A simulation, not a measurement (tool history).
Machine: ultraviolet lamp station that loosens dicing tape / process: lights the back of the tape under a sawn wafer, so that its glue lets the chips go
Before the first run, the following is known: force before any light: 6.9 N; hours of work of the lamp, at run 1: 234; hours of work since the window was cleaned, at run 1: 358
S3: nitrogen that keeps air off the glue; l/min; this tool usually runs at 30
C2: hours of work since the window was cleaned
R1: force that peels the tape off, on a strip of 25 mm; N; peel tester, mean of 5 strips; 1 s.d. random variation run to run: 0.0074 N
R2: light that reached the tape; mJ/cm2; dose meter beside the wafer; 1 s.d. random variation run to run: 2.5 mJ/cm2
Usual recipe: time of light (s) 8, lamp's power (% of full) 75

Run 1, day 0: usual settings; hours of work of the lamp 234; C2 358. Result: R1 0.37 N, R2 242 mJ/cm2.
Run 2, day 0.454: usual settings; hours of work of the lamp 241; C2 364. Result: R1 0.369 N, R2 236 mJ/cm2.
Run 3, day 0.792: usual settings; hours of work of the lamp 245; C2 369. Result: R1 0.364 N, R2 240 mJ/cm2.
Run 4, day 1.154: usual settings; hours of work of the lamp 250; C2 374. Result: R1 0.375 N, R2 240 mJ/cm2.
Run 5, day 1.542: usual settings but lamp's power (% of full) 93; hours of work of the lamp 256; C2 379. Result: R1 0.249 N, R2 297 mJ/cm2.
Run 6, day 2.146: usual settings but lamp's power (% of full) 93; hours of work of the lamp 264; C2 388. Result: R1 0.259 N, R2 298 mJ/cm2.
Run 7, day 2.6: usual settings but time of light (s) 5; hours of work of the lamp 271; C2 394. Result: R1 0.936 N, R2 148 mJ/cm2.
Run 8, day 3.075: usual settings but time of light (s) 5, S3 45 l/min; hours of work of the lamp 277; C2 401. Result: R1 0.712 N, R2 145 mJ/cm2.
Run 9, day 3.538: usual settings but time of light (s) 5, S3 45 l/min; hours of work of the lamp 284; C2 407. Result: R1 0.717 N, R2 144 mJ/cm2.
Run 10, day 4.162: usual settings but time of light (s) 5, S3 45 l/min; hours of work of the lamp 292; C2 416. Result: R1 0.682 N, R2 145 mJ/cm2.
Run 11, day 4.767: usual settings but time of light (s) 5, S3 45 l/min; hours of work of the lamp 301; C2 424. Result: R1 0.721 N, R2 147 mJ/cm2.
Run 12, day 5.392: usual settings; hours of work of the lamp 310; C2 433. Result: R1 0.384 N, R2 234 mJ/cm2.
Run 13, day 6.042: usual settings but time of light (s) 12; hours of work of the lamp 319; C2 442. Result: R1 0.195 N, R2 346 mJ/cm2.
Run 14, day 6.679: usual settings; hours of work of the lamp 328; C2 451. Result: R1 0.382 N, R2 234 mJ/cm2.
Run 15, day 7.017: usual settings; hours of work of the lamp 332; C2 456. Result: R1 0.393 N, R2 230 mJ/cm2.
Run 16, day 7.512: usual settings but time of light (s) 4, S3 10 l/min; hours of work of the lamp 339; C2 463. Result: R1 2.457 N, R2 120 mJ/cm2.
Run 17, day 8.017: usual settings but time of light (s) 4, lamp's power (% of full) 60, S3 12 l/min; hours of work of the lamp 346; C2 470. Result: R1 2.765 N, R2 93 mJ/cm2.
Run 18, day 8.45: usual settings but time of light (s) 13, lamp's power (% of full) 60, S3 13 l/min; hours of work of the lamp 352; C2 476. Result: R1 0.485 N, R2 295 mJ/cm2.
Run 19, day 8.796: usual settings but lamp's power (% of full) 60, S3 11 l/min; hours of work of the lamp 357; C2 481. Result: R1 1.286 N, R2 184 mJ/cm2.
Run 20, day 9.354: usual settings but lamp's power (% of full) 60, S3 11 l/min; hours of work of the lamp 365; C2 489. Result: R1 1.329 N, R2 180 mJ/cm2.
Run 21, day 9.679: usual settings but lamp's power (% of full) 60, S3 11 l/min; hours of work of the lamp 369; C2 493. Result: R1 1.339 N, R2 183 mJ/cm2.
Run 22, day 10.15: usual settings but time of light (s) 6, lamp's power (% of full) 73, S3 33 l/min; hours of work of the lamp 376; C2 500. Result: R1 0.671 N, R2 164 mJ/cm2.
Run 23, day 10.488: usual settings but time of light (s) 13, lamp's power (% of full) 71, S3 18 l/min; hours of work of the lamp 381; C2 504. Result: R1 0.274 N, R2 345 mJ/cm2.
Run 24, day 11.133: usual settings but time of light (s) 13, lamp's power (% of full) 71, S3 18 l/min; hours of work of the lamp 390; C2 513. Result: R1 0.284 N, R2 338 mJ/cm2.
Run 25, day 11.738: usual settings but lamp's power (% of full) 88; hours of work of the lamp 398; C2 522. Result: R1 0.32 N, R2 260 mJ/cm2.
Run 26, day 12.192: usual settings but lamp's power (% of full) 88, S3 22 l/min; hours of work of the lamp 405; C2 528. Result: R1 0.393 N, R2 265 mJ/cm2.
Run 27, day 12.55: usual settings but time of light (s) 13, lamp's power (% of full) 66; hours of work of the lamp 410; C2 533. Result: R1 0.236 N, R2 317 mJ/cm2.
Run 28, day 12.925: usual settings but time of light (s) 13, lamp's power (% of full) 71, S3 16 l/min; hours of work of the lamp 415; C2 538. Result: R1 0.312 N, R2 340 mJ/cm2.
Run 29, day 13.479: usual settings but time of light (s) 6, lamp's power (% of full) 72, S3 35 l/min; hours of work of the lamp 423; C2 546. Result: R1 0.721 N, R2 159 mJ/cm2.

3 options for the next run, each taken on its own from the tool as it stands now. Forecast them:
At day 13.675: window cleaned of glue's vapour.
Run A, day 14.146: usual settings but time of light (s) 5, lamp's power (% of full) 93, S3 23 l/min; hours of work of the lamp 431; C2 7. Result: R1 ?, R2 ?.
At day 13.675: window cleaned of glue's vapour.
Run B, day 14.146: usual settings but time of light (s) 6, lamp's power (% of full) 98, S3 35 l/min; hours of work of the lamp 431; C2 7. Result: R1 ?, R2 ?.
At day 13.675: window cleaned of glue's vapour.
Run C, day 14.146: usual settings but time of light (s) 7, lamp's power (% of full) 71, S3 10 l/min; hours of work of the lamp 431; C2 7. Result: R1 ?, R2 ?.

run     R1   R2
  A  0.685  195
  B  0.317  248
  C  1.123  208
What these runs would have given with no unlogged condition in the tool:
run     R1   R2
  A  0.534  221
  B  0.258  281
  C  0.898  236
